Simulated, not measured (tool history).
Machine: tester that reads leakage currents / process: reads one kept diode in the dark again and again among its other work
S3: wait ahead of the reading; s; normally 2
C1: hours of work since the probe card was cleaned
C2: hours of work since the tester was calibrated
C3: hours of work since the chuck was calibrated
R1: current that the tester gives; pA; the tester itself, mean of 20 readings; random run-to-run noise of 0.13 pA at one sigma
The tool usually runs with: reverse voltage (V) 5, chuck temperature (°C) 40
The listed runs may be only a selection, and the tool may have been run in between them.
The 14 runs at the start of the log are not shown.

{"run": 15, "day": 53.554, "reverse voltage (V)": 9.88, "chuck temperature (°C)": 40, "S3": 2, "C1": 376, "C2": 159, "C3": 285, "R1": 55.21}
{"run": 16, "day": 58.975, "reverse voltage (V)": 5, "chuck temperature (°C)": 21, "S3": 2, "C1": 439, "C2": 222, "C3": 348, "R1": 10.46}
{"run": 17, "day": 63.65, "reverse voltage (V)": 5, "chuck temperature (°C)": 49, "S3": 2, "C1": 493, "C2": 276, "C3": 402, "R1": 81.62}
{"run": 18, "day": 66.658, "reverse voltage (V)": 5, "chuck temperature (°C)": 49, "S3": 2, "C1": 527, "C2": 311, "C3": 436, "R1": 82.01}
{"run": 19, "day": 69.629, "reverse voltage (V)": 5, "chuck temperature (°C)": 24, "S3": 2, "C1": 562, "C2": 345, "C3": 471, "R1": 13.49}
{"run": 20, "day": 71.946, "reverse voltage (V)": 5, "chuck temperature (°C)": 24, "S3": 2, "C1": 589, "C2": 372, "C3": 498, "R1": 13.41}
{"run": 21, "day": 76.454, "reverse voltage (V)": 17.96, "chuck temperature (°C)": 52, "S3": 2, "C1": 641, "C2": 424, "C3": 550, "R1": 169.83}
{"run": 22, "day": 81.604, "reverse voltage (V)": 4.84, "chuck temperature (°C)": 51, "S3": 7.34, "C1": 700, "C2": 483, "C3": 609, "R1": 94.63}
{"run": 23, "day": 87.254, "reverse voltage (V)": 4.84, "chuck temperature (°C)": 51, "S3": 7.34, "C1": 766, "C2": 549, "C3": 674, "R1": 95.29}
{"run": 24, "day": 92.05, "reverse voltage (V)": 4.84, "chuck temperature (°C)": 51, "S3": 7.34, "C1": 821, "C2": 604, "C3": 730, "R1": 96.68}
{"run": 25, "day": 94.4, "reverse voltage (V)": 1.36, "chuck temperature (°C)": 49, "S3": 2.91, "C1": 848, "C2": 631, "C3": 757, "R1": 51.47}
{"run": 26, "day": 99.621, "reverse voltage (V)": 12.65, "chuck temperature (°C)": 27, "S3": 2.91, "C1": 909, "C2": 692, "C3": 817, "R1": 27.56}
{"run": 27, "day": 102.392, "reverse voltage (V)": 12.65, "chuck temperature (°C)": 32, "S3": 1.42, "C1": 941, "C2": 724, "C3": 849, "R1": 40.06}
{"run": 28, "day": 106.654, "reverse voltage (V)": 2.27, "chuck temperature (°C)": 33, "S3": 9.61, "C1": 990, "C2": 773, "C3": 899, "R1": 20.16}
{"run": 29, "day": 109.758, "reverse voltage (V)": 8.35, "chuck temperature (°C)": 40, "S3": 2, "C1": 1026, "C2": 809, "C3": 935, "R1": 57.65}
{"run": 30, "day": 112.829, "reverse voltage (V)": 8.05, "chuck temperature (°C)": 55, "S3": 2, "C1": 1061, "C2": 844, "C3": 970, "R1": 159.02}
{"run": 31, "day": 116.004, "reverse voltage (V)": 7.97, "chuck temperature (°C)": 29, "S3": 3.6, "C1": 1098, "C2": 881, "C3": 1007, "R1": 26.31}
{"run": 32, "day": 118.796, "reverse voltage (V)": 17.83, "chuck temperature (°C)": 53, "S3": 2, "C1": 1130, "C2": 913, "C3": 1039, "R1": 194.27}
{"day": 120.333, "done": "probe card cleaned and baked"}
{"day": 122.704, "done": "chuck's temperature calibrated"}
{"run": 33, "day": 123.95, "reverse voltage (V)": 12.6, "chuck temperature (°C)": 38, "S3": 0.36, "C1": 41, "C2": 971, "C3": 14, "R1": 60.34}
{"run": 34, "day": 128.875, "reverse voltage (V)": 1.25, "chuck temperature (°C)": 40, "S3": 2, "C1": 98, "C2": 1027, "C3": 71, "R1": 24.63}
{"run": 35, "day": 134.242, "reverse voltage (V)": 8.96, "chuck temperature (°C)": 50, "S3": 5.07, "C1": 160, "C2": 1089, "C3": 133, "R1": 108.7}
{"run": 36, "day": 138.004, "reverse voltage (V)": 5, "chuck temperature (°C)": 21, "S3": 2, "C1": 203, "C2": 1133, "C3": 177, "R1": 10.2}
{"run": 37, "day": 141.1, "reverse voltage (V)": 5, "chuck temperature (°C)": 29, "S3": 2, "C1": 239, "C2": 1169, "C3": 213, "R1": 19.02}
{"run": 38, "day": 143.771, "reverse voltage (V)": 5, "chuck temperature (°C)": 29, "S3": 2, "C1": 270, "C2": 1200, "C3": 244, "R1": 19.3}
{"run": 39, "day": 147.975, "reverse voltage (V)": 5, "chuck temperature (°C)": 28, "S3": 0.77, "C1": 319, "C2": 1248, "C3": 292, "R1": 19.05}

Alternative continuations, all from the tool just after run 39; predict every row:
{"run": "A", "day": 151.912, "reverse voltage (V)": 5, "chuck temperature (°C)": 21, "S3": 2, "C1": 364, "C2": 1294, "C3": 338, "R1": "?"}
{"run": "B", "day": 151.912, "reverse voltage (V)": 5, "chuck temperature (°C)": 40, "S3": 5.61, "C1": 364, "C2": 1294, "C3": 338, "R1": "?"}
{"run": "C", "day": 151.912, "reverse voltage (V)": 5, "chuck temperature (°C)": 26, "S3": 0.77, "C1": 364, "C2": 1294, "C3": 338, "R1": "?"}
{"run": "D", "day": 151.912, "reverse voltage (V)": 4.29, "chuck temperature (°C)": 28, "S3": 8.98, "C1": 364, "C2": 1294, "C3": 338, "R1": "?"}

run=A R1=10.66
run=B R1=43.57
run=C R1=16.78
run=D R1=16.5
Stripped of hidden state, with their random variation kept, the same runs would have yielded:
run=A R1=9.52
run=B R1=40.62
run=C R1=15.35
run=D R1=15.08

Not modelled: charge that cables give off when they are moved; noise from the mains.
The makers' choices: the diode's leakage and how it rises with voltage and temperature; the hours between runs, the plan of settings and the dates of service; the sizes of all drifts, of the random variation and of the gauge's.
